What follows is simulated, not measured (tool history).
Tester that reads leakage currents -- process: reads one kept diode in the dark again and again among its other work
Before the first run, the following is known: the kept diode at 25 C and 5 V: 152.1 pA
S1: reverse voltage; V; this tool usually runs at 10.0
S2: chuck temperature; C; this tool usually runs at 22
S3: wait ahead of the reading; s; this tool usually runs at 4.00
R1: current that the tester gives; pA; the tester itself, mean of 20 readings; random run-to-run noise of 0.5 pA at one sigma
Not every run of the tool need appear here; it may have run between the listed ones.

Run 1, day 0.000: usual settings. Result: R1 163.99 pA.
Run 2, day 5.496: usual settings. Result: R1 164.69 pA.
Run 3, day 14.083: usual settings. Result: R1 163.46 pA.
Run 4, day 21.346: usual settings. Result: R1 164.28 pA.
Run 5, day 26.429: usual settings but S2 28 C. Result: R1 272.41 pA.
At day 29.379: probe card cleaned and baked.
Run 6, day 33.062: usual settings but S2 54 C. Result: R1 1966.34 pA.
Run 7, day 41.850: usual settings but S2 54 C. Result: R1 1953.85 pA.
Run 8, day 50.750: usual settings but S2 54 C. Result: R1 1961.81 pA.
Run 9, day 55.388: usual settings. Result: R1 163.69 pA.
Run 10, day 62.304: usual settings but S2 24 C. Result: R1 193.27 pA.
Run 11, day 66.758: usual settings. Result: R1 163.89 pA.
Run 12, day 74.154: usual settings. Result: R1 164.55 pA.
Run 13, day 83.067: usual settings but S2 20 C. Result: R1 138.96 pA.
Run 14, day 90.875: usual settings but S2 20 C. Result: R1 138.12 pA.
Run 15, day 96.983: usual settings but S2 20 C. Result: R1 137.50 pA.
Run 16, day 100.988: usual settings but S1 3.2 V, S2 31 C, S3 1.30 s. Result: R1 201.62 pA.
Run 17, day 106.804: usual settings but S2 23 C. Result: R1 178.05 pA.
Run 18, day 112.375: usual settings but S2 23 C. Result: R1 177.76 pA.
At day 114.350: chuck's temperature calibrated.
Run 19, day 117.788: usual settings but S1 1.1 V, S3 3.54 s. Result: R1 57.49 pA.
Run 20, day 125.525: usual settings but S1 1.9 V, S2 59 C, S3 0.51 s. Result: R1 1254.11 pA.
Run 21, day 129.417: usual settings. Result: R1 163.97 pA.
Run 22, day 135.271: usual settings. Result: R1 164.00 pA.
Run 23, day 142.196: usual settings but S2 31 C, S3 3.44 s. Result: R1 345.77 pA.
Run 24, day 146.446: usual settings but S1 2.0 V, S2 31 C, S3 0.37 s. Result: R1 161.17 pA.
Run 25, day 150.938: usual settings but S1 13.1 V, S2 39 C. Result: R1 740.98 pA.
Run 26, day 157.992: usual settings but S1 13.1 V, S2 39 C. Result: R1 741.45 pA.
Run 27, day 163.129: usual settings but S2 24 C, S3 0.61 s. Result: R1 195.84 pA.

5 ways to go on from here, each from the tool as it stands after run 27. What would each give?
Run A, day 167.325: usual settings but S1 1.4 V, S2 40 C, S3 0.61 s. Result: R1 ?.
Run B, day 167.325: usual settings but S1 8.8 V, S2 38 C, S3 0.61 s. Result: R1 ?.
Run C, day 167.325: usual settings but S1 7.1 V, S2 20 C, S3 0.61 s. Result: R1 ?.
Run D, day 167.325: usual settings but S1 3.5 V, S2 20 C, S3 1.29 s. Result: R1 ?.
Run E, day 167.325: usual settings but S1 12.2 V, S2 24 C, S3 0.76 s. Result: R1 ?.

run      R1
  A  275.92
  B  565.58
  C  118.19
  D   83.82
  E  214.70
What these runs would have given with no unlogged condition in the tool:
run      R1
  A  275.98
  B  565.66
  C  118.16
  D   83.82
  E  214.66

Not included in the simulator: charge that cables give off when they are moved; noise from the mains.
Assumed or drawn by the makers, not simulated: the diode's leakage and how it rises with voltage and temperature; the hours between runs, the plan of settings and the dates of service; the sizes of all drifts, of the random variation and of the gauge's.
